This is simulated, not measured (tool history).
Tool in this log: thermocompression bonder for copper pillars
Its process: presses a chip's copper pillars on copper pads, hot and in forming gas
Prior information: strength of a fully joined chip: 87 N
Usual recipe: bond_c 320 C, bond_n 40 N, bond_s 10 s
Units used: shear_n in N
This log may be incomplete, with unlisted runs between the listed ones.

run	day	bond_c	bond_n	bond_s	shear_n
1	0	320	40	10	62.7
2	0.488	320	40	10	62
3	1.296	320	40	10	63.4
4	2.212	320	40	10	62.7
5	3.146	320	55	10	70
6	3.821	320	55	10	70.8
7	4.708	320	40	8	58.1
8	5.608	320	40	10	63.2
9	6.071	320	40	10	63.4
10	6.85	320	40	10	63.1
11	7.333	307	38	10	53
12	7.896	335	46	12	74.5
13	8.771	315	37	21	68.1
14	9.746	332	31	10	61.4
15	10.692	342	40	8	70
16	11.188	342	40	8	70.7

Taken out of this log: 1 entry between the listed runs. Where each belongs, and how the hidden state differs across it:
Run 4 -> run 5: forming gas filter changed (day 3.021)
  oxide that the forming gas leaves, % of the face: 0.88 -> 0.51
